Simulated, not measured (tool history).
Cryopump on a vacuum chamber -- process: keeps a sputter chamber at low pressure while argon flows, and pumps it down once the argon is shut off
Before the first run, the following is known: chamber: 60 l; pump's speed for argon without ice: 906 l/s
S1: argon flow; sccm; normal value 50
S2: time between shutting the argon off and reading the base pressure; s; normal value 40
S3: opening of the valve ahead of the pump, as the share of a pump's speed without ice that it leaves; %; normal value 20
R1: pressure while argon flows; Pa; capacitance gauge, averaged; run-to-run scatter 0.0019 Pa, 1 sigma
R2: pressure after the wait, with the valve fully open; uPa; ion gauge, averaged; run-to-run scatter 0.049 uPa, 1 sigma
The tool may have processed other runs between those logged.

run   hour  S1   S2  S3      R1    R2
  1    0.0  50   40  20  0.4796  4.10
  2   28.4  50   63  20  0.4768  3.16
  3   62.9  50   63  20  0.4845  3.08
  4   80.5  50   63  20  0.4813  3.08
  5  101.9  64   63  20  0.6125  3.20
  6  136.2  64   63  20  0.6147  3.19
  7  159.3  50  113  20  0.4838  2.48
  8  177.7  50   40  21  0.4624  4.19
  9  209.3  50   40  21  0.4629  4.10
 10  226.0  50  147  20  0.4803  2.22
 11  258.3  22   40  20  0.2148  4.28
 12  286.5  22   60  20  0.2136  3.40
 13  318.7  22   60  20  0.2153  3.47
 14  336.8  50  163  21  0.4659  2.36
 15  356.0  65   35  19  0.6682  4.70
 16  386.5  65   35  19  0.6696  4.80
 17  408.0  64   69  58  0.2340  3.30
 18  441.3  64   69  58  0.2355  3.26
 19  470.4  60   40  55  0.2342  4.29
 20  496.1  23  272  20  0.2248  2.15
 21  529.7  55   29  20  0.5438  5.33

Forecast each of these 3 alternatives for the next run:
  A  561.1  49  44  29   ?   ?
  B  561.1  27  36  33   ?   ?
  C  561.1  50  40  50   ?   ?

run      R1    R2
  A  0.3411  4.19
  B  0.1679  4.69
  C  0.2133  4.51
Had the tool no hidden state, the same runs would have come out as:
run      R1    R2
  A  0.3149  2.70
  B  0.1535  3.19
  C  0.1865  2.99

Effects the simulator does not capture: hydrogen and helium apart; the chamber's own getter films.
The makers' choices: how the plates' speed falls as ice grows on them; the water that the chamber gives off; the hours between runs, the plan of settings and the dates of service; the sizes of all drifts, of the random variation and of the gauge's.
